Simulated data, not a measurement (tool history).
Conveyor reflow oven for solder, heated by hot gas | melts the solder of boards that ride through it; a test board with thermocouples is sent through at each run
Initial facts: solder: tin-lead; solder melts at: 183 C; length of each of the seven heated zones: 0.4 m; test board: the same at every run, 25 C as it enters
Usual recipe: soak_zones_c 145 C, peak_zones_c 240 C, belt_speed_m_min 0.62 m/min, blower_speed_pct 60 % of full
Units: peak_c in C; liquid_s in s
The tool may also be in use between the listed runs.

run,day,soak_zones_c,peak_zones_c,belt_speed_m_min,blower_speed_pct,peak_c,liquid_s
1,0,145,240,0.62,60,219,61.1
2,0.992,145,240,0.62,60,218.7,61.6
3,2.908,145,242,0.62,60,219.7,62.1
4,4.425,145,242,0.62,60,219.8,62.7
5,5.492,141,242,0.62,60,218.8,59.6
6,7.304,145,240,0.62,60,217.8,60.5
7,9.479,145,240,0.62,60,217.5,60.5
# day 10.875: belt drive overhauled, speed set with a stopwatch
8,11.412,145,240,0.62,60,216.6,59.1
9,12.379,145,240,0.62,60,216.8,59.2
10,13.383,145,240,0.62,60,216.2,58.1
11,15.046,145,240,0.62,60,216.3,58.4
# day 15.921: flux residue cleaned out of gas plates and filters
12,16.767,145,240,0.62,60,218.3,60.4
13,17.975,145,240,0.62,60,218,60.7
14,18.921,145,245,0.62,60,221.9,63.4
15,21.083,145,240,0.62,60,217.8,60.2
16,22.083,145,240,0.618,60,218.3,59.7
17,23.2,145,240,0.618,60,218,60.4
18,25.438,145,242,0.62,61,219.5,61.2
19,27.688,145,242,0.62,61,218.7,61.1
20,28.667,145,240,0.597,60,218.2,63.4
21,30.5,145,240,0.62,53,215,57.1
# day 31.654: flux residue cleaned out of gas plates and filters
22,32.554,145,240,0.62,53,217.6,59.3
23,33.967,145,241,0.682,56,214.4,51.4
24,35.221,145,241,0.685,68,217.3,54
25,36.842,145,251,0.642,55,223.9,62.8
26,37.912,151,251,0.596,55,229.2,73.6
27,39.292,145,240,0.646,60,217.1,56.6
28,40.812,156,240,0.6,57,221.1,70.2
29,42.958,136,236,0.686,80,212,47.1

Each row is a separate what-if for the run after 29, all from the same tool condition, not one after another. Results?
A,43.967,145,237,0.62,85,?,?
B,43.967,158,240,0.62,60,?,?
C,43.967,130,240,0.6,60,?,?
D,43.967,135,240,0.667,60,?,?
E,43.967,145,237,0.62,60,?,?

run,peak_c,liquid_s
A,219.8,62.8
B,221.1,69.1
C,215.4,54.5
D,211.9,47.2
E,215,57.8
Stripped of hidden state, with their random variation kept, the same runs would have yielded:
run,peak_c,liquid_s
A,220.2,62.9
B,221.2,68.8
C,215.9,54.8
D,212.6,47.6
E,215.4,57.8
